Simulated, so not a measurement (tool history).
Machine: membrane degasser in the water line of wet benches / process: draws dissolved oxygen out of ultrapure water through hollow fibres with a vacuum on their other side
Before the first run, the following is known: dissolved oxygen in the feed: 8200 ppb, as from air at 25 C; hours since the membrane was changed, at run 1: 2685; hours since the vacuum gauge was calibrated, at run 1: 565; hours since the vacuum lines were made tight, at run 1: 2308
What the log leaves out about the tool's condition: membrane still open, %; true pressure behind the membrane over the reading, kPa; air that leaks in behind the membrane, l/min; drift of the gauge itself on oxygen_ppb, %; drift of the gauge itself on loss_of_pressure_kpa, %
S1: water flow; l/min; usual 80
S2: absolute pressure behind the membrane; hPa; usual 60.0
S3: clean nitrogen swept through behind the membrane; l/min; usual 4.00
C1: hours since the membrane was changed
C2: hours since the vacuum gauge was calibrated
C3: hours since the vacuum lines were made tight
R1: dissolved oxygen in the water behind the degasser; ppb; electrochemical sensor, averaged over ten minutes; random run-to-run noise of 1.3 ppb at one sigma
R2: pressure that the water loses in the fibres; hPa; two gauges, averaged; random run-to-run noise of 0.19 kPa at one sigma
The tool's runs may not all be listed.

run,day,S1,S2,S3,C1,C2,C3,R1,R2
1,0.000,80,60.0,4.00,2685,565,2308,133.4,398.9
2,4.988,80,60.0,4.00,2805,684,2427,136.9,398.5
3,14.142,103,60.0,4.00,3025,904,2647,174.0,518.4
4,21.012,80,60.0,4.00,3190,1069,2812,137.4,406.5
5,26.217,80,60.0,4.00,3315,1194,2937,137.2,406.0
6,35.525,80,60.0,4.00,3538,1417,3160,138.0,406.4
7,44.196,80,60.0,2.27,3746,1625,3368,217.6,407.3
8,51.958,80,60.0,2.27,3932,1812,3555,217.6,405.7
9,57.188,80,60.0,2.27,4058,1937,3680,223.0,410.5
10,62.525,80,60.0,2.27,4186,2065,3808,222.9,413.1
11,67.342,90,88.8,2.90,4301,2181,3924,382.2,459.3
12,76.542,113,88.8,7.15,4522,2402,4145,235.3,579.9
13,84.896,78,47.2,2.28,4723,2602,4345,131.6,398.1
14,92.729,78,72.8,2.52,4911,2790,4533,282.6,399.9
# day 93.512: vacuum gauge calibrated
15,98.238,80,66.6,4.00,5042,113,4665,178.1,409.8
16,102.308,52,84.6,4.17,5140,211,4763,165.8,269.5
# day 105.588: seals of the vacuum lines changed
17,108.796,62,135.1,1.96,5294,365,77,666.9,317.3
18,114.467,61,135.9,3.65,5430,501,213,397.7,316.0
19,121.796,112,87.1,5.89,5606,677,389,271.4,579.7
20,128.988,112,87.1,5.89,5778,849,562,272.9,579.4

Forecast each of these 3 alternatives for the next run:
A,135.650,72,59.7,11.58,5938,1009,721,?,?
B,135.650,122,133.0,6.21,5938,1009,721,?,?
C,135.650,121,55.3,5.89,5938,1009,721,?,?

run,R1,R2
A,56.9,377.4
B,470.6,637.1
C,160.1,627.5
Without the tool's hidden state the same runs would have given:
run,R1,R2
A,46.4,355.3
B,441.3,599.8
C,128.0,590.7

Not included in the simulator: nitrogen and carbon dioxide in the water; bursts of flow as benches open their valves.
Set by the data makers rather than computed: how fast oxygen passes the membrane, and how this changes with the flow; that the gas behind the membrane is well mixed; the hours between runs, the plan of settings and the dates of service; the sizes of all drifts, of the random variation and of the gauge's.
